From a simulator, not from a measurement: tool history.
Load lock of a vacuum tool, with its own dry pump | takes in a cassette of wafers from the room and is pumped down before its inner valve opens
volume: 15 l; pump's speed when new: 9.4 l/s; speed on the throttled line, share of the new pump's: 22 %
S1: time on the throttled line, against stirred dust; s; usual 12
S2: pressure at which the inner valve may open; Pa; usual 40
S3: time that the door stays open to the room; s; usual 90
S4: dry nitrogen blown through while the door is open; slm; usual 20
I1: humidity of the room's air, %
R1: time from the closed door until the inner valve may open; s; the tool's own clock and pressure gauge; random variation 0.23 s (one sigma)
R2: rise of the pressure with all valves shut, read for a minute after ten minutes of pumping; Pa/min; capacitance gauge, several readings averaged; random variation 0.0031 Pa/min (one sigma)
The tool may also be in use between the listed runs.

{"run": 1, "hour": 0.0, "S1": 12, "S2": 40, "S3": 90, "S4": 20, "I1": 46.4, "R1": 21.8, "R2": 0.131}
{"run": 2, "hour": 176.1, "S1": 12, "S2": 40, "S3": 90, "S4": 20, "I1": 43.6, "R1": 21.7, "R2": 0.123}
{"run": 3, "hour": 277.1, "S1": 12, "S2": 40, "S3": 90, "S4": 20, "I1": 42.5, "R1": 22.5, "R2": 0.127}
{"run": 4, "hour": 400.4, "S1": 12, "S2": 40, "S3": 104, "S4": 20, "I1": 46.5, "R1": 22.4, "R2": 0.14}
{"run": 5, "hour": 512.4, "S1": 12, "S2": 40, "S3": 90, "S4": 14, "I1": 48.5, "R1": 22.3, "R2": 0.139}
{"run": 6, "hour": 667.2, "S1": 12, "S2": 40, "S3": 177, "S4": 14, "I1": 43.4, "R1": 22.2, "R2": 0.173}
{"run": 7, "hour": 798.6, "S1": 12, "S2": 40, "S3": 177, "S4": 14, "I1": 46.1, "R1": 22, "R2": 0.188}
{"run": 8, "hour": 926.0, "S1": 12, "S2": 46, "S3": 90, "S4": 20, "I1": 43.1, "R1": 22.2, "R2": 0.137}
{"run": 9, "hour": 1103.7, "S1": 12, "S2": 36, "S3": 90, "S4": 20, "I1": 47.4, "R1": 22.5, "R2": 0.148}
{"run": 10, "hour": 1223.9, "S1": 12, "S2": 42, "S3": 90, "S4": 20, "I1": 47.1, "R1": 22.5, "R2": 0.151}
{"run": 11, "hour": 1369.6, "S1": 12, "S2": 42, "S3": 90, "S4": 20, "I1": 46.8, "R1": 21.9, "R2": 0.15}
{"run": 12, "hour": 1472.7, "S1": 12, "S2": 40, "S3": 82, "S4": 20, "I1": 46.5, "R1": 22.2, "R2": 0.154}
{"run": 13, "hour": 1647.2, "S1": 12, "S2": 40, "S3": 82, "S4": 20, "I1": 47.9, "R1": 22.3, "R2": 0.162}
{"run": 14, "hour": 1815.4, "S1": 12, "S2": 40, "S3": 82, "S4": 20, "I1": 44.2, "R1": 22.4, "R2": 0.152}
{"run": 15, "hour": 1980.4, "S1": 12, "S2": 40, "S3": 29, "S4": 20, "I1": 47.6, "R1": 22.6, "R2": 0.148}
{"run": 16, "hour": 2110.7, "S1": 12, "S2": 40, "S3": 29, "S4": 20, "I1": 44.1, "R1": 22.6, "R2": 0.142}
{"run": 17, "hour": 2280.6, "S1": 12, "S2": 34, "S3": 90, "S4": 20, "I1": 44.2, "R1": 22.7, "R2": 0.173}
{"run": 18, "hour": 2447.2, "S1": 12, "S2": 40, "S3": 34, "S4": 20, "I1": 46.5, "R1": 22.3, "R2": 0.158}
{"run": 19, "hour": 2533.9, "S1": 12, "S2": 40, "S3": 90, "S4": 20, "I1": 43.9, "R1": 22.4, "R2": 0.174}
{"run": 20, "hour": 2712.9, "S1": 12, "S2": 51, "S3": 90, "S4": 20, "I1": 44.9, "R1": 21.8, "R2": 0.181}
{"run": 21, "hour": 2806.4, "S1": 12, "S2": 54, "S3": 26, "S4": 5, "I1": 44, "R1": 22.2, "R2": 0.165}
{"run": 22, "hour": 2949.4, "S1": 12, "S2": 54, "S3": 26, "S4": 5, "I1": 47.1, "R1": 21.9, "R2": 0.165}
{"run": 23, "hour": 3065.8, "S1": 12, "S2": 44, "S3": 90, "S4": 15, "I1": 48.3, "R1": 22.3, "R2": 0.201}
{"run": 24, "hour": 3186.4, "S1": 12, "S2": 39, "S3": 195, "S4": 20, "I1": 45.7, "R1": 22.3, "R2": 0.238}
{"run": 25, "hour": 3311.2, "S1": 12, "S2": 39, "S3": 195, "S4": 20, "I1": 46.6, "R1": 22.8, "R2": 0.239}
{"run": 26, "hour": 3397.4, "S1": 12, "S2": 39, "S3": 195, "S4": 20, "I1": 49.5, "R1": 22.6, "R2": 0.247}
{"run": 27, "hour": 3505.8, "S1": 12, "S2": 58, "S3": 92, "S4": 20, "I1": 43.2, "R1": 21.7, "R2": 0.202}
{"run": 28, "hour": 3618.4, "S1": 12, "S2": 58, "S3": 92, "S4": 20, "I1": 43.4, "R1": 22.1, "R2": 0.203}
{"run": 29, "hour": 3731.5, "S1": 8, "S2": 40, "S3": 90, "S4": 10, "I1": 43.2, "R1": 19.7, "R2": 0.214}
{"run": 30, "hour": 3905.8, "S1": 8, "S2": 40, "S3": 90, "S4": 10, "I1": 44.8, "R1": 19.6, "R2": 0.226}
{"run": 31, "hour": 4030.1, "S1": 13, "S2": 40, "S3": 64, "S4": 10, "I1": 45.1, "R1": 23.5, "R2": 0.217}
{"run": 32, "hour": 4147.1, "S1": 23, "S2": 38, "S3": 35, "S4": 17, "I1": 46.3, "R1": 30.8, "R2": 0.198}
{"run": 33, "hour": 4299.9, "S1": 23, "S2": 38, "S3": 35, "S4": 17, "I1": 46.1, "R1": 31.2, "R2": 0.201}
{"run": 34, "hour": 4418.2, "S1": 12, "S2": 40, "S3": 229, "S4": 20, "I1": 43.9, "R1": 23.1, "R2": 0.274}
{"run": 35, "hour": 4514.5, "S1": 7, "S2": 35, "S3": 229, "S4": 20, "I1": 46.6, "R1": 19.7, "R2": 0.281}
{"run": 36, "hour": 4602.6, "S1": 12, "S2": 44, "S3": 182, "S4": 10, "I1": 45.3, "R1": 22.7, "R2": 0.276}
{"run": 37, "hour": 4752.1, "S1": 12, "S2": 74, "S3": 33, "S4": 11, "I1": 43.5, "R1": 21.1, "R2": 0.214}

Forecast each of these 3 alternatives for the next run:
{"run": "A", "hour": 4869.9, "S1": 12, "S2": 40, "S3": 64, "S4": 20, "I1": 44.5, "R1": "?", "R2": "?"}
{"run": "B", "hour": 4869.9, "S1": 12, "S2": 44, "S3": 27, "S4": 20, "I1": 47.4, "R1": "?", "R2": "?"}
{"run": "C", "hour": 4869.9, "S1": 12, "S2": 63, "S3": 33, "S4": 11, "I1": 41.9, "R1": "?", "R2": "?"}

run=A R1=23 R2=0.228
run=B R1=22.9 R2=0.213
run=C R1=21.8 R2=0.215
Without the tool's hidden state the same runs would have given:
run=A R1=22.2 R2=0.046
run=B R1=22.1 R2=0.029
run=C R1=21 R2=0.031
